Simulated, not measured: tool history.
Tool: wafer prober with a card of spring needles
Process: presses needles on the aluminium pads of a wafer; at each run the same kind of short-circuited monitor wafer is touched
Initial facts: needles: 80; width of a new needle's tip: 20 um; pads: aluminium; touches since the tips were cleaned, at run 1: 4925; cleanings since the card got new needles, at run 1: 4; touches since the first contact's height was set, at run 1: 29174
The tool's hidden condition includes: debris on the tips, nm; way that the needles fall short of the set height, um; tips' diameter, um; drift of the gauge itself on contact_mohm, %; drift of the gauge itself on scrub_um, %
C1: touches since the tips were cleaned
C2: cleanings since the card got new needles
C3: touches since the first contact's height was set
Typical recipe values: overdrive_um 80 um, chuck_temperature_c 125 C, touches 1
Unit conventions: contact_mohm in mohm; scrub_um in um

{"run": 1, "hour": 0.0, "overdrive_um": 80, "chuck_temperature_c": 125, "touches": 1, "C1": 4925, "C2": 4, "C3": 29174, "contact_mohm": 260, "scrub_um": 19.13}
{"hour": 2.8, "done": "tips cleaned on abrasive film"}
{"hour": 18.6, "done": "tips cleaned on abrasive film"}
{"hour": 35.3, "done": "tips cleaned on abrasive film"}
{"run": 2, "hour": 45.8, "overdrive_um": 80, "chuck_temperature_c": 125, "touches": 1, "C1": 3920, "C2": 7, "C3": 46082, "contact_mohm": 259, "scrub_um": 19.07}
{"hour": 51.8, "done": "tips cleaned on abrasive film"}
{"hour": 67.4, "done": "tips cleaned on abrasive film"}
{"run": 3, "hour": 74.8, "overdrive_um": 80, "chuck_temperature_c": 125, "touches": 2, "C1": 2758, "C2": 9, "C3": 56782, "contact_mohm": 236, "scrub_um": 19.07}
{"hour": 84.2, "done": "tips cleaned on abrasive film"}
{"hour": 100.1, "done": "tips cleaned on abrasive film"}
{"hour": 114.6, "done": "tips cleaned on abrasive film"}
{"run": 4, "hour": 118.8, "overdrive_um": 80, "chuck_temperature_c": 125, "touches": 1, "C1": 1529, "C2": 12, "C3": 73001, "contact_mohm": 241, "scrub_um": 19.03}
{"hour": 129.7, "done": "tips cleaned on abrasive film"}
{"hour": 144.5, "done": "tips cleaned on abrasive film"}
{"run": 5, "hour": 153.4, "overdrive_um": 80, "chuck_temperature_c": 125, "touches": 3, "C1": 3307, "C2": 14, "C3": 85815, "contact_mohm": 223, "scrub_um": 19.06}
{"hour": 160.1, "done": "tips cleaned on abrasive film"}
{"hour": 176.9, "done": "tips cleaned on abrasive film"}
{"hour": 193.1, "done": "tips cleaned on abrasive film"}
{"run": 6, "hour": 198.8, "overdrive_um": 80, "chuck_temperature_c": 125, "touches": 3, "C1": 2121, "C2": 17, "C3": 102546, "contact_mohm": 226, "scrub_um": 18.96}
{"hour": 208.7, "done": "tips cleaned on abrasive film"}
{"hour": 225.5, "done": "tips cleaned on abrasive film"}
{"hour": 240.4, "done": "tips cleaned on abrasive film"}
{"run": 7, "hour": 247.4, "overdrive_um": 80, "chuck_temperature_c": 125, "touches": 1, "C1": 2589, "C2": 20, "C3": 120499, "contact_mohm": 255, "scrub_um": 18.89}
{"hour": 256.2, "done": "tips cleaned on abrasive film"}
{"hour": 272.1, "done": "tips cleaned on abrasive film"}
{"hour": 288.4, "done": "tips cleaned on abrasive film"}
{"run": 8, "hour": 296.1, "overdrive_um": 80, "chuck_temperature_c": 125, "touches": 1, "C1": 2849, "C2": 23, "C3": 138485, "contact_mohm": 249, "scrub_um": 18.87}
{"hour": 305.9, "done": "tips cleaned on abrasive film"}
{"hour": 322.3, "done": "tips cleaned on abrasive film"}
{"run": 9, "hour": 323.7, "overdrive_um": 80, "chuck_temperature_c": 125, "touches": 1, "C1": 488, "C2": 25, "C3": 148645, "contact_mohm": 226, "scrub_um": 18.85}
{"hour": 339.3, "done": "tips cleaned on abrasive film"}
{"hour": 354.3, "done": "tips cleaned on abrasive film"}
{"run": 10, "hour": 358.9, "overdrive_um": 80, "chuck_temperature_c": 125, "touches": 1, "C1": 1691, "C2": 27, "C3": 161654, "contact_mohm": 242, "scrub_um": 18.87}
{"hour": 370.3, "done": "tips cleaned on abrasive film"}
{"hour": 386.5, "done": "tips cleaned on abrasive film"}
{"hour": 402.4, "done": "tips cleaned on abrasive film"}
{"run": 11, "hour": 402.8, "overdrive_um": 80, "chuck_temperature_c": 125, "touches": 1, "C1": 145, "C2": 30, "C3": 177849, "contact_mohm": 220, "scrub_um": 18.79}
{"hour": 419.0, "done": "tips cleaned on abrasive film"}
{"run": 12, "hour": 425.8, "overdrive_um": 80, "chuck_temperature_c": 125, "touches": 1, "C1": 2528, "C2": 31, "C3": 186364, "contact_mohm": 256, "scrub_um": 18.7}
{"hour": 436.1, "done": "tips cleaned on abrasive film"}
{"hour": 453.0, "done": "tips cleaned on abrasive film"}
{"run": 13, "hour": 457.4, "overdrive_um": 80, "chuck_temperature_c": 125, "touches": 1, "C1": 1626, "C2": 33, "C3": 198050, "contact_mohm": 243, "scrub_um": 18.69}
{"hour": 460.4, "done": "height of the first contact set anew"}
{"hour": 470.5, "done": "tips cleaned on abrasive film"}
{"hour": 486.2, "done": "tips cleaned on abrasive film"}
{"run": 14, "hour": 487.1, "overdrive_um": 80, "chuck_temperature_c": 125, "touches": 1, "C1": 343, "C2": 35, "C3": 9869, "contact_mohm": 220, "scrub_um": 19.17}
{"hour": 501.9, "done": "tips cleaned on abrasive film"}
{"hour": 516.5, "done": "tips cleaned on abrasive film"}
{"hour": 533.3, "done": "tips cleaned on abrasive film"}
{"run": 15, "hour": 533.7, "overdrive_um": 80, "chuck_temperature_c": 125, "touches": 1, "C1": 147, "C2": 38, "C3": 27068, "contact_mohm": 216, "scrub_um": 19.12}
{"hour": 548.4, "done": "tips cleaned on abrasive film"}
{"hour": 563.4, "done": "tips cleaned on abrasive film"}
{"run": 16, "hour": 563.4, "overdrive_um": 63, "chuck_temperature_c": 32, "touches": 2, "C1": 0, "C2": 40, "C3": 38014, "contact_mohm": 200, "scrub_um": 14.95}
{"hour": 579.2, "done": "tips cleaned on abrasive film"}
{"run": 17, "hour": 586.4, "overdrive_um": 87, "chuck_temperature_c": 98, "touches": 3, "C1": 2671, "C2": 41, "C3": 46530, "contact_mohm": 214, "scrub_um": 20.72}
{"hour": 597.2, "done": "tips cleaned on abrasive film"}
{"hour": 614.8, "done": "tips cleaned on abrasive film"}
{"run": 18, "hour": 623.0, "overdrive_um": 66, "chuck_temperature_c": 125, "touches": 1, "C1": 3051, "C2": 43, "C3": 60067, "contact_mohm": 276, "scrub_um": 15.68}
{"hour": 629.9, "done": "tips cleaned on abrasive film"}
{"hour": 647.9, "done": "tips cleaned on abrasive film"}
{"run": 19, "hour": 655.4, "overdrive_um": 66, "chuck_temperature_c": 125, "touches": 1, "C1": 2815, "C2": 45, "C3": 72024, "contact_mohm": 278, "scrub_um": 15.66}
{"hour": 664.9, "done": "tips cleaned on abrasive film"}
{"hour": 679.7, "done": "tips cleaned on abrasive film"}
{"hour": 696.2, "done": "tips cleaned on abrasive film"}
{"run": 20, "hour": 699.9, "overdrive_um": 66, "chuck_temperature_c": 125, "touches": 1, "C1": 1345, "C2": 48, "C3": 88418, "contact_mohm": 257, "scrub_um": 15.63}
{"hour": 712.5, "done": "tips cleaned on abrasive film"}
{"run": 21, "hour": 726.7, "overdrive_um": 80, "chuck_temperature_c": 25, "touches": 2, "C1": 5265, "C2": 49, "C3": 98355, "contact_mohm": 227, "scrub_um": 19.01}
{"hour": 730.4, "done": "tips cleaned on abrasive film"}
{"hour": 747.2, "done": "tips cleaned on abrasive film"}
{"hour": 762.8, "done": "tips cleaned on abrasive film"}
{"run": 22, "hour": 762.8, "overdrive_um": 80, "chuck_temperature_c": 25, "touches": 2, "C1": 0, "C2": 52, "C3": 111654, "contact_mohm": 192, "scrub_um": 18.92}
{"hour": 779.7, "done": "tips cleaned on abrasive film"}
{"hour": 796.3, "done": "tips cleaned on abrasive film"}
{"run": 23, "hour": 802.4, "overdrive_um": 80, "chuck_temperature_c": 51, "touches": 3, "C1": 2263, "C2": 54, "C3": 126293, "contact_mohm": 211, "scrub_um": 18.9}
{"hour": 812.6, "done": "tips cleaned on abrasive film"}
{"hour": 828.5, "done": "tips cleaned on abrasive film"}
{"hour": 844.8, "done": "tips cleaned on abrasive film"}
{"run": 24, "hour": 848.9, "overdrive_um": 80, "chuck_temperature_c": 51, "touches": 3, "C1": 1489, "C2": 57, "C3": 143443, "contact_mohm": 210, "scrub_um": 18.9}
{"hour": 860.5, "done": "tips cleaned on abrasive film"}
{"hour": 877.9, "done": "tips cleaned on abrasive film"}
{"run": 25, "hour": 890.4, "overdrive_um": 60, "chuck_temperature_c": 125, "touches": 1, "C1": 4662, "C2": 59, "C3": 158811, "contact_mohm": 316, "scrub_um": 14.05}
{"hour": 894.1, "done": "tips cleaned on abrasive film"}
{"hour": 909.1, "done": "tips cleaned on abrasive film"}
{"run": 26, "hour": 921.4, "overdrive_um": 60, "chuck_temperature_c": 125, "touches": 1, "C1": 4573, "C2": 61, "C3": 170252, "contact_mohm": 314, "scrub_um": 14.04}
{"hour": 925.1, "done": "tips cleaned on abrasive film"}
{"hour": 940.8, "done": "tips cleaned on abrasive film"}
{"hour": 957.7, "done": "tips cleaned on abrasive film"}
{"run": 27, "hour": 963.8, "overdrive_um": 60, "chuck_temperature_c": 125, "touches": 1, "C1": 2256, "C2": 64, "C3": 185898, "contact_mohm": 285, "scrub_um": 14.04}
{"hour": 974.2, "done": "tips cleaned on abrasive film"}
{"hour": 991.4, "done": "tips cleaned on abrasive film"}
{"hour": 1000.6, "done": "height of the first contact set anew"}
{"hour": 1008.6, "done": "tips cleaned on abrasive film"}
{"run": 28, "hour": 1009.3, "overdrive_um": 77, "chuck_temperature_c": 26, "touches": 2, "C1": 269, "C2": 67, "C3": 3224, "contact_mohm": 195, "scrub_um": 18.5}
{"hour": 1023.6, "done": "tips cleaned on abrasive film"}
{"hour": 1040.3, "done": "tips cleaned on abrasive film"}
{"run": 29, "hour": 1043.2, "overdrive_um": 80, "chuck_temperature_c": 28, "touches": 3, "C1": 1084, "C2": 69, "C3": 15723, "contact_mohm": 200, "scrub_um": 19.18}

Branching from run 29: 3 alternative next runs. What would each branch give?
{"hour": 1055.1, "done": "tips cleaned on abrasive film"}
{"hour": 1072.3, "done": "tips cleaned on abrasive film"}
{"hour": 1087.5, "done": "tips cleaned on abrasive film"}
{"run": "A", "hour": 1095.0, "overdrive_um": 80, "chuck_temperature_c": 118, "touches": 2, "C1": 2800, "C2": 72, "C3": 34865, "contact_mohm": "?", "scrub_um": "?"}
{"hour": 1055.1, "done": "tips cleaned on abrasive film"}
{"hour": 1072.3, "done": "tips cleaned on abrasive film"}
{"hour": 1087.5, "done": "tips cleaned on abrasive film"}
{"run": "B", "hour": 1095.0, "overdrive_um": 75, "chuck_temperature_c": 125, "touches": 2, "C1": 2800, "C2": 72, "C3": 34865, "contact_mohm": "?", "scrub_um": "?"}
{"hour": 1055.1, "done": "tips cleaned on abrasive film"}
{"hour": 1072.3, "done": "tips cleaned on abrasive film"}
{"hour": 1087.5, "done": "tips cleaned on abrasive film"}
{"run": "C", "hour": 1095.0, "overdrive_um": 76, "chuck_temperature_c": 41, "touches": 2, "C1": 2800, "C2": 72, "C3": 34865, "contact_mohm": "?", "scrub_um": "?"}

run=A contact_mohm=237 scrub_um=19.13
run=B contact_mohm=247 scrub_um=17.96
run=C contact_mohm=229 scrub_um=18.10
With no hidden state in the tool, these same runs would have given:
run=A contact_mohm=207 scrub_um=19.22
run=B contact_mohm=214 scrub_um=18.06
run=C contact_mohm=193 scrub_um=18.19

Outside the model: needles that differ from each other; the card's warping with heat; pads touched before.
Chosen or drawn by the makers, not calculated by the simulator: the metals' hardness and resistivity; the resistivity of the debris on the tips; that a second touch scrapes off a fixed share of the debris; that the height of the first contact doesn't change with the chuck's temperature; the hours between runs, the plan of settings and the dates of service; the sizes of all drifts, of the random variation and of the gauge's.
